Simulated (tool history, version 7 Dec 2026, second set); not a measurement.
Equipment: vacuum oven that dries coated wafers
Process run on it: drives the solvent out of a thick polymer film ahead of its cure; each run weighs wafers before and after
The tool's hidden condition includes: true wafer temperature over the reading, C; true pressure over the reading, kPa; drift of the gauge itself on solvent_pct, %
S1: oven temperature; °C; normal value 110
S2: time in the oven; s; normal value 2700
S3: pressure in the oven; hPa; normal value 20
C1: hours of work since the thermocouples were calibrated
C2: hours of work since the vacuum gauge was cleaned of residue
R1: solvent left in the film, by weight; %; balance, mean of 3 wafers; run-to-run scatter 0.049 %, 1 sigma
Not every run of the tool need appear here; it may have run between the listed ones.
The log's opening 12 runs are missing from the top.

Run 13, hour 449.8: usual settings but S2 2280 s; C1 1411; C2 134. Result: R1 2.44 %.
Run 14, hour 502.6: usual settings but S2 2280 s; C1 1449; C2 172. Result: R1 2.53 %.
Run 15, hour 547.7: usual settings but S2 2280 s; C1 1482; C2 205. Result: R1 2.41 %.
Run 16, hour 599.8: usual settings but S2 2280 s, S3 15.4 hPa; C1 1520; C2 243. Result: R1 2.42 %.
Run 17, hour 646.3: usual settings but S1 96 °C, S2 2280 s, S3 15.4 hPa; C1 1554; C2 276. Result: R1 6.56 %.
Run 18, hour 671.9: usual settings but S1 106 °C, S3 26.5 hPa; C1 1572; C2 295. Result: R1 3.17 %.
At hour 676.7: oven's thermocouples calibrated.
Run 19, hour 705.3: usual settings but S1 123 °C, S2 4020 s; C1 21; C2 318. Result: R1 0.6 %.
Run 20, hour 730.4: usual settings but S1 97 °C, S2 2040 s, S3 31.5 hPa; C1 39; C2 336. Result: R1 6.96 %.
Run 21, hour 776.4: usual settings but S1 97 °C, S2 2040 s, S3 31.5 hPa; C1 72; C2 369. Result: R1 6.94 %.
Run 22, hour 802.9: usual settings but S1 99 °C, S2 3480 s, S3 31.5 hPa; C1 92; C2 389. Result: R1 3.7 %.
Run 23, hour 828.2: usual settings but S1 111 °C, S2 3480 s, S3 12.6 hPa; C1 110; C2 407. Result: R1 0.82 %.
Run 24, hour 865.8: usual settings but S1 116 °C, S2 3480 s, S3 12.6 hPa; C1 137; C2 434. Result: R1 0.62 %.
Run 25, hour 902.5: usual settings but S1 116 °C, S2 3480 s, S3 12.6 hPa; C1 164; C2 461. Result: R1 0.55 %.
Run 26, hour 950.9: usual settings but S1 116 °C, S2 3480 s, S3 12.6 hPa; C1 199; C2 496. Result: R1 0.61 %.
Run 27, hour 988.6: usual settings but S1 116 °C, S2 2580 s, S3 12.6 hPa; C1 226; C2 523. Result: R1 0.88 %.
Run 28, hour 1013.8: usual settings but S1 105 °C, S2 3240 s, S3 20.6 hPa; C1 245; C2 542. Result: R1 2.14 %.
Run 29, hour 1039: usual settings but S1 111 °C, S2 1440 s; C1 263; C2 560. Result: R1 3.89 %.
Run 30, hour 1081.2: usual settings but S1 111 °C, S2 1440 s; C1 294; C2 591. Result: R1 3.83 %.

Below are 3 alternative next runs, each starting from the tool's condition after run 30. Predict each:
Run A, hour 1133.7: usual settings but S1 111 °C, S2 1740 s, S3 10.2 hPa; C1 332; C2 629. Result: R1 ?.
Run B, hour 1133.7: usual settings but S1 116 °C, S2 2160 s, S3 50.4 hPa; C1 332; C2 629. Result: R1 ?.
Run C, hour 1133.7: usual settings but S1 111 °C, S2 2880 s, S3 35.1 hPa; C1 332; C2 629. Result: R1 ?.

run    R1
  A   2.7
  B  2.35
  C  2.02
Had the tool no hidden state, the same runs would have come out as:
run    R1
  A  2.43
  B  2.15
  C  1.81

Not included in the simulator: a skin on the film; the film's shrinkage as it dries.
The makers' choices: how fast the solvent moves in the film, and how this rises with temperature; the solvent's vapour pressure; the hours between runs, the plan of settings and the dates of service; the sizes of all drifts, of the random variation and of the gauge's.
